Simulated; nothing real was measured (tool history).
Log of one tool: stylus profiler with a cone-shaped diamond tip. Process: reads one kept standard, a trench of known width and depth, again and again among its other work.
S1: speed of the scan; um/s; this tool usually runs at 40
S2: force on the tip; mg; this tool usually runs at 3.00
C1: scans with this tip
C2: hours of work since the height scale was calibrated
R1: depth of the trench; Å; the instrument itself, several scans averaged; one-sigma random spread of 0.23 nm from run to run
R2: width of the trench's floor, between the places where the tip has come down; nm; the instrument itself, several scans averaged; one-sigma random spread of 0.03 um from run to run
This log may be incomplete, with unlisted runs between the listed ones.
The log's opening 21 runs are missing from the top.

{"run": 22, "hour": 273.3, "S1": 30, "S2": 3.0, "C1": 2374, "C2": 228, "R1": 10138.2, "R2": 93370}
{"run": 23, "hour": 287.0, "S1": 16, "S2": 1.39, "C1": 2440, "C2": 235, "R1": 10081.2, "R2": 93350}
{"run": 24, "hour": 294.6, "S1": 11, "S2": 8.97, "C1": 2477, "C2": 238, "R1": 10305.3, "R2": 93430}
{"run": 25, "hour": 311.8, "S1": 60, "S2": 8.43, "C1": 2562, "C2": 246, "R1": 10291.2, "R2": 93310}
{"run": 26, "hour": 327.9, "S1": 134, "S2": 1.02, "C1": 2640, "C2": 254, "R1": 10055.4, "R2": 92600}
{"run": 27, "hour": 345.6, "S1": 119, "S2": 1.22, "C1": 2727, "C2": 262, "R1": 10063.2, "R2": 92730}
{"run": 28, "hour": 359.2, "S1": 12, "S2": 2.77, "C1": 2794, "C2": 269, "R1": 10128.6, "R2": 93360}
{"run": 29, "hour": 374.1, "S1": 106, "S2": 5.26, "C1": 2866, "C2": 276, "R1": 10202.2, "R2": 93040}
{"run": 30, "hour": 386.6, "S1": 106, "S2": 5.26, "C1": 2927, "C2": 282, "R1": 10206.4, "R2": 93080}
{"run": 31, "hour": 400.1, "S1": 106, "S2": 5.26, "C1": 2994, "C2": 288, "R1": 10206.0, "R2": 93120}
{"run": 32, "hour": 408.8, "S1": 158, "S2": 5.02, "C1": 3036, "C2": 292, "R1": 10203.0, "R2": 92930}
{"run": 33, "hour": 416.3, "S1": 71, "S2": 5.02, "C1": 3073, "C2": 296, "R1": 10202.4, "R2": 93140}
{"run": 34, "hour": 431.2, "S1": 49, "S2": 5.79, "C1": 3145, "C2": 303, "R1": 10223.4, "R2": 93170}
{"run": 35, "hour": 447.1, "S1": 155, "S2": 1.69, "C1": 3223, "C2": 310, "R1": 10088.7, "R2": 92600}
{"run": 36, "hour": 457.9, "S1": 53, "S2": 3.36, "C1": 3276, "C2": 315, "R1": 10149.9, "R2": 93090}
{"run": 37, "hour": 473.3, "S1": 53, "S2": 3.36, "C1": 3351, "C2": 322, "R1": 10147.9, "R2": 93060}
{"run": 38, "hour": 484.5, "S1": 126, "S2": 1.47, "C1": 3406, "C2": 328, "R1": 10074.6, "R2": 92650}
{"run": 39, "hour": 493.3, "S1": 126, "S2": 1.47, "C1": 3449, "C2": 332, "R1": 10076.6, "R2": 92630}

What if the next run were any one of these 5? Each begins from the tool's condition after run 39:
{"run": "A", "hour": 501.9, "S1": 24, "S2": 2.24, "C1": 3491, "C2": 336, "R1": "?", "R2": "?"}
{"run": "B", "hour": 501.9, "S1": 70, "S2": 2.11, "C1": 3491, "C2": 336, "R1": "?", "R2": "?"}
{"run": "C", "hour": 501.9, "S1": 107, "S2": 4.86, "C1": 3491, "C2": 336, "R1": "?", "R2": "?"}
{"run": "D", "hour": 501.9, "S1": 40, "S2": 1.14, "C1": 3491, "C2": 336, "R1": "?", "R2": "?"}
{"run": "E", "hour": 501.9, "S1": 119, "S2": 3.45, "C1": 3491, "C2": 336, "R1": "?", "R2": "?"}

run=A R1=10110.3 R2=93200
run=B R1=10099.6 R2=93020
run=C R1=10194.8 R2=92890
run=D R1=10058.0 R2=93060
run=E R1=10146.7 R2=92850
Had the tool no hidden state, the same runs would have come out as:
run=A R1=10130.0 R2=93940
run=B R1=10119.4 R2=93760
run=C R1=10214.7 R2=93630
run=D R1=10077.7 R2=93800
run=E R1=10166.5 R2=93590
